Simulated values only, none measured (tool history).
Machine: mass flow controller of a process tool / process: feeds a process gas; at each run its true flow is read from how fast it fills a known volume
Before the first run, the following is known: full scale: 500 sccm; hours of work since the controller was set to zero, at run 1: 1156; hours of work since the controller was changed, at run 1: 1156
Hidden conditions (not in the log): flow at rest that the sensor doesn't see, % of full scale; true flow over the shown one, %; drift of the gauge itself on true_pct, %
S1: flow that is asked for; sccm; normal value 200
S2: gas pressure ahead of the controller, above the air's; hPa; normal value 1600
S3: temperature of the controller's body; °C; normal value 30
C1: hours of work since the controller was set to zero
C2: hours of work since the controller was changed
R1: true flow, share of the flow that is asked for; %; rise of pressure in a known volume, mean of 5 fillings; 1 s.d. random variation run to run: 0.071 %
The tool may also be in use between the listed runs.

run     day   S1    S2  S3    C1    C2      R1
  1   0.000  200  1600  30  1156  1156   99.30
  2   2.954  200  1600  21  1182  1182   99.24
  3   5.904  200  1600  21  1207  1207   99.13
  4   8.467  200  1600  21  1230  1230   99.08
  5  11.008  200  1600  29  1252  1252   99.32
  6  13.821  200  1600  29  1276  1276   99.38
  7  15.958  200  1600  30  1294  1294   99.35
  8  20.300  200  1600  30  1332  1332   99.28
  9  23.058  200  1600  30  1356  1356   99.20
 10  25.204  200  1600  30  1374  1374   99.21
 11  29.029  200  1590  30  1407  1407   99.29
 12  31.917  200  1590  30  1432  1432   99.30
 13  35.942  263  1950  32  1467  1467   99.21
 14  37.829  200  1630  29  1483  1483   99.27
 15  40.508  200  1630  29  1506  1506   99.24
 16  44.575  109  1770  20  1542  1542   99.28
 17  47.550  109  1620  24  1567  1567   99.32
 18  49.675  333  1620  21  1586  1586   99.10
 19  53.483   76  1660  22  1619  1619   99.68
 20  57.317  200  1660  23  1652  1652   99.08
 21  60.162  200  1660  23  1676  1676   99.06
 22  63.075   60  1630  23  1701  1701  100.15

4 options for the next run, each taken on its own from the tool as it stands now. Forecast them:
  A  66.496  298  2310  23  1731  1731   ?
  B  66.496   58  1630  22  1731  1731   ?
  C  66.496  200  1540  35  1731  1731   ?
  D  66.496  381  1600  30  1731  1731   ?

run      R1
  A   98.66
  B  100.11
  C   99.26
  D   99.34
The same runs, with their run-to-run variation unchanged, on a tool lacking any hidden condition would have given:
run      R1
  A   99.35
  B   99.05
  C   99.75
  D  100.12
